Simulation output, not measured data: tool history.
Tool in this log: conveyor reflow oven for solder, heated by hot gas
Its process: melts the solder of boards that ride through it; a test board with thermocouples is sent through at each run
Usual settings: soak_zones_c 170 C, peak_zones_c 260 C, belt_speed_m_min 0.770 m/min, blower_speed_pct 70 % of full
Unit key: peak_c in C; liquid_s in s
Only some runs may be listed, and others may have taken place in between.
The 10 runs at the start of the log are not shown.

run   hour  soak_zones_c  peak_zones_c  belt_speed_m_min  blower_speed_pct  hours of work since the flux was cleaned out  hours of work since the belt drive was overhauled  hours of work since the thermocouples were changed  peak_c  liquid_s
 11   65.6           170           260             0.770                77                                           265                                                197                                                  64   244.2      34.8
 12   71.0           170           260             0.770                77                                           268                                                199                                                  66   243.8      35.1
 13   82.3           170           260             0.770                77                                           274                                                205                                                  72   243.5      35.0
 14   90.9           170           260             0.770                77                                           278                                                210                                                  77   243.9      35.2
 15   99.3           170           260             0.770                77                                           283                                                214                                                  81   243.8      35.0
 16  108.4           170           260             0.770                77                                           287                                                218                                                  86   243.6      35.2
 17  117.5           170           267             0.664                70                                           292                                                223                                                  90   252.9      47.8
 18  122.4           170           267             0.664                70                                           295                                                226                                                  93   253.1      47.5
 19  127.1           179           262             0.875                84                                           297                                                228                                                  95   244.4      32.3
 20  137.2           185           248             0.770                62                                           302                                                233                                                 100   233.9      30.6
 21  148.0           165           260             0.876                70                                           308                                                239                                                 106   236.3      23.6
 22  155.0           174           264             0.710                60                                           311                                                242                                                 109   247.2      41.1
 23  162.3           174           264             0.710                60                                           315                                                246                                                 113   246.8      40.8
 24  172.0           172           260             0.770                90                                           320                                                251                                                 118   246.2      37.4
 25  181.3           172           260             0.770                90                                           325                                                256                                                 123   246.1      37.4
 26  189.4           170           262             0.770                70                                           329                                                260                                                 127   243.8      34.5
 27  200.4           162           262             0.770                50                                           334                                                266                                                 133   237.0      26.1
 28  208.0           162           262             0.770                50                                           338                                                269                                                 137   237.1      26.1
 29  215.8           173           253             0.849                51                                           342                                                273                                                 141   228.9      17.8
 30  221.2           174           264             0.830                87                                           345                                                276                                                 143   246.6      35.0
 31  228.2           170           260             0.828                70                                           349                                                280                                                 147   239.3      28.9
 32  237.3           174           260             0.828                70                                           353                                                284                                                 152   240.6      30.5

Consider 3 possible next runs. They are alternatives, not a sequence: every one starts from the tool as it was left by run 32. What does each give?
  A  245.8           174           266             0.690                88                                           358                                                289                                                 156       ?         ?
  B  245.8           174           251             0.828                75                                           358                                                289                                                 156       ?         ?
  C  245.8           170           270             0.722                70                                           358                                                289                                                 156       ?         ?

run  peak_c  liquid_s
  A   253.9      47.7
  B   233.3      25.4
  C   252.8      42.6
The same runs, with their run-to-run variation unchanged, on a tool lacking any hidden condition would have given:
run  peak_c  liquid_s
  A   256.4      49.2
  B   236.0      28.4
  C   255.5      44.2

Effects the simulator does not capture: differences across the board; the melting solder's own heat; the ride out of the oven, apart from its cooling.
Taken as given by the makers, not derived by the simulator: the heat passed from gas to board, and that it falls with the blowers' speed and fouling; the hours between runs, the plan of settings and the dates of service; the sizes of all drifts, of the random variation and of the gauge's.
